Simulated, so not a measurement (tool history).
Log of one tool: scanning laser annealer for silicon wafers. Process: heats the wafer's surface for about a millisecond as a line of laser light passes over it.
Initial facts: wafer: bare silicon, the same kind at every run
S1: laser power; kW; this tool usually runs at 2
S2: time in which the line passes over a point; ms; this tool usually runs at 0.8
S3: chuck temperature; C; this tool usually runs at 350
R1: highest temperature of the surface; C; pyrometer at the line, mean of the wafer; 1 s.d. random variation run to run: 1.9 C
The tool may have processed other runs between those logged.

run   hour     S1     S2   S3    R1
  1      0      2    0.8  350  1131
  2     13      2    0.8  350  1128
  3   23.3  1.935    0.8  350  1104
  4   35.6      2    0.8  381  1159
  5   46.1      2    0.8  381  1160
  6   61.8      2    0.8  381  1161
  7   79.9      2    0.8  381  1162
  8   99.4      2    0.8  381  1160
  9    122      2    0.8  381  1160
 10  131.9      2    0.8  319  1087
 11  148.7  1.824    0.8  350  1048
 12  166.4      2    0.8  325  1101
 13  184.1      2    0.8  325  1100
 14  206.2      2    0.8  325  1097
 15  224.5      2    0.8  325  1100
 16  246.7      2  0.797  350  1120
 17  270.2      2  0.705  350  1072
 18    294      2    0.8  350  1119
 19  310.1      2    0.8  350  1120
 20  324.6      2    0.8  350  1121
 21    344      2    0.8  350  1120
 22  363.6   2.06  0.827  365  1175
 23  381.5      2  0.873  350  1152
 24    403  1.822  0.906  370  1105
 25  413.1  1.719   0.62  355   924
 26  436.3  1.719   0.62  355   925
 27  456.1  1.788    0.8  314   988
 28  471.6  1.788    0.8  314   989
 29  489.4  1.788    0.8  314   988
 30  504.2  1.988  0.874  310  1103
 31  517.3      2    0.8  382  1145
 32  538.5  1.864  0.788  382  1079
 33  553.9  2.013  0.858  343  1135
 34  569.4  2.054   0.79  351  1126
 35  593.2  2.054   0.79  351  1130
 36  616.8      2  0.643  361  1043

Some steps in R1 between neighbouring runs. How much of each would the tool show without its hidden state too (settings, what came in, random variation), and how much is left for the hidden state, with any gauge scatter that isn't in both results?
Unlogged tool condition in this case: light that passes the window, % of a clean one's; laser's true power over the reading, %; width of the line over the set one, %; drift of the gauge itself on peak_c, C.
Run 24 -> 25: S1 1.822 -> 1.719, S2 0.906 -> 0.62, S3 370 -> 355. R1 -181 C: hidden state +9, all else -190.
Run 26 -> 27: S1 1.719 -> 1.788, S2 0.62 -> 0.8, S3 355 -> 314. R1 +63 C: hidden state -8, all else +71.
Run 29 -> 30: S1 1.788 -> 1.988, S2 0.8 -> 0.874, S3 314 -> 310. R1 +115 C: hidden state -8, all else +123.
Run 35 -> 36: S1 2.054 -> 2, S2 0.79 -> 0.643, S3 351 -> 361. R1 -87 C: hidden state +6, all else -93.
